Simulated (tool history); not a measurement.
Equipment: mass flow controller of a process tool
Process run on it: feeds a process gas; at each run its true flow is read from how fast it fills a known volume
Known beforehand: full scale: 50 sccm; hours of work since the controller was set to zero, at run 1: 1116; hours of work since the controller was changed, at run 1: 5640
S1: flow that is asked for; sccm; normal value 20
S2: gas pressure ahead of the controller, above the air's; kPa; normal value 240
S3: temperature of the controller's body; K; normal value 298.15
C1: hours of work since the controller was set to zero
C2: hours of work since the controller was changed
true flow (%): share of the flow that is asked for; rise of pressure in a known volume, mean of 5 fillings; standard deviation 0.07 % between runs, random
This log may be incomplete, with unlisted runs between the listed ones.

run 1 hour=0 | S1=20 S2=240 S3=298.15 | C1=1116 C2=5640 | true_flow_(%)=99.28
run 2 hour=228.6 | S1=20 S2=240 S3=298.15 | C1=1216 C2=5739 | true_flow_(%)=99.45
run 3 hour=426 | S1=20 S2=240 S3=298.15 | C1=1302 C2=5825 | true_flow_(%)=99.37
run 4 hour=674.8 | S1=20 S2=240 S3=298.15 | C1=1410 C2=5933 | true_flow_(%)=99.29
run 5 hour=1072.7 | S1=20 S2=240 S3=298.15 | C1=1582 C2=6106 | true_flow_(%)=99.25
-- hour=1099.4 controller's zero set anew
run 6 hour=1437.7 | S1=20 S2=240 S3=298.15 | C1=147 C2=6264 | true_flow_(%)=99.04
run 7 hour=1671.6 | S1=20 S2=240 S3=303.15 | C1=249 C2=6366 | true_flow_(%)=98.69
run 8 hour=1983.5 | S1=18 S2=269 S3=303.15 | C1=384 C2=6501 | true_flow_(%)=98.39
run 9 hour=2224.6 | S1=20 S2=240 S3=298.15 | C1=489 C2=6606 | true_flow_(%)=99.11
run 10 hour=2491.8 | S1=16 S2=228 S3=296.15 | C1=605 C2=6722 | true_flow_(%)=98.85

Run 11 comes next. What will it give?
run 11 hour=2899.7 | S1=19 S2=186 S3=305.15 | C1=782 C2=6899 | true_flow_(%)=?

{"run 11": {"true flow (%)": 98.26}}
Minus the tool's unlogged condition, the same run would have read true flow (%) 98.15.
